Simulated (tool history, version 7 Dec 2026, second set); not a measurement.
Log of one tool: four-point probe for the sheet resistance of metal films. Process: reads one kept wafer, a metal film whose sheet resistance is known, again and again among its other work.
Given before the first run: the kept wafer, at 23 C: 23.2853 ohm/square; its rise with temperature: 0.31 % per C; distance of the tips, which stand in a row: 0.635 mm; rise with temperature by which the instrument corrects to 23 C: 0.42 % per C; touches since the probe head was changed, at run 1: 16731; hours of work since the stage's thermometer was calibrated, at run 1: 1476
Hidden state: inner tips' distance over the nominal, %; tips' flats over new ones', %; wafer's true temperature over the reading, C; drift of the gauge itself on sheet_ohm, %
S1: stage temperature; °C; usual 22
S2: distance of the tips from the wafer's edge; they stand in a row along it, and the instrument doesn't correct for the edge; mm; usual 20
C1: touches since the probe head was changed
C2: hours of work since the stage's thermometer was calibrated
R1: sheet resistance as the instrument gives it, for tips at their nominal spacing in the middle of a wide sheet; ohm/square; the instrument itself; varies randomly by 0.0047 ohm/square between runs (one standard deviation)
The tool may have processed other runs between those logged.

run 1 day=0 | S1=22 S2=20 | C1=16731 C2=1476 | R1=23.335416
run 2 day=2.396 | S1=22 S2=20 | C1=18376 C2=1515 | R1=23.326445
-- day=4.567 stage's thermometer calibrated
run 3 day=5.908 | S1=22 S2=20 | C1=20771 C2=22 | R1=23.325049
run 4 day=9.121 | S1=22 S2=20 | C1=22974 C2=75 | R1=23.323587
run 5 day=11.554 | S1=22 S2=20 | C1=24644 C2=114 | R1=23.319751
run 6 day=15 | S1=22 S2=20 | C1=27007 C2=171 | R1=23.320802
run 7 day=17.288 | S1=22 S2=20 | C1=28577 C2=208 | R1=23.320424
run 8 day=20.621 | S1=22 S2=20 | C1=30864 C2=263 | R1=23.330066
run 9 day=22.825 | S1=22 S2=20 | C1=32377 C2=299 | R1=23.331479
run 10 day=26.279 | S1=22 S2=20 | C1=34747 C2=356 | R1=23.328858
run 11 day=28.329 | S1=22 S2=9 | C1=36153 C2=389 | R1=23.376784
run 12 day=30.304 | S1=22 S2=9 | C1=37507 C2=422 | R1=23.38517
run 13 day=33.412 | S1=23 S2=20 | C1=39640 C2=473 | R1=23.294962
run 14 day=35.592 | S1=23 S2=20 | C1=41135 C2=508 | R1=23.295921
run 15 day=38.075 | S1=23 S2=20 | C1=42838 C2=549 | R1=23.30059
run 16 day=39.7 | S1=28 S2=7 | C1=43953 C2=576 | R1=23.268874
run 17 day=42.471 | S1=28 S2=49 | C1=45856 C2=621 | R1=23.158179
run 18 day=45.229 | S1=28 S2=49 | C1=47747 C2=666 | R1=23.169553
run 19 day=48.292 | S1=25 S2=11 | C1=49846 C2=716 | R1=23.272038
run 20 day=50.362 | S1=25 S2=11 | C1=51268 C2=750 | R1=23.277708
run 21 day=52.346 | S1=22 S2=60 | C1=52629 C2=783 | R1=23.32298
run 22 day=55.683 | S1=22 S2=60 | C1=54920 C2=837 | R1=23.313903
run 23 day=58.296 | S1=26 S2=11 | C1=56712 C2=880 | R1=23.254855
run 24 day=60.271 | S1=20 S2=13 | C1=58067 C2=913 | R1=23.393476
run 25 day=61.792 | S1=20 S2=13 | C1=59110 C2=937 | R1=23.397776

Hidden condition of the tool, last listed run before each entry between runs versus first listed run after:
From run 2 to run 3: stage's thermometer calibrated (day 4.567)
  inner tips' distance over the nominal, %: 0.007 -> 0.008; wafer's true temperature over the reading, C: 0.01 -> 0
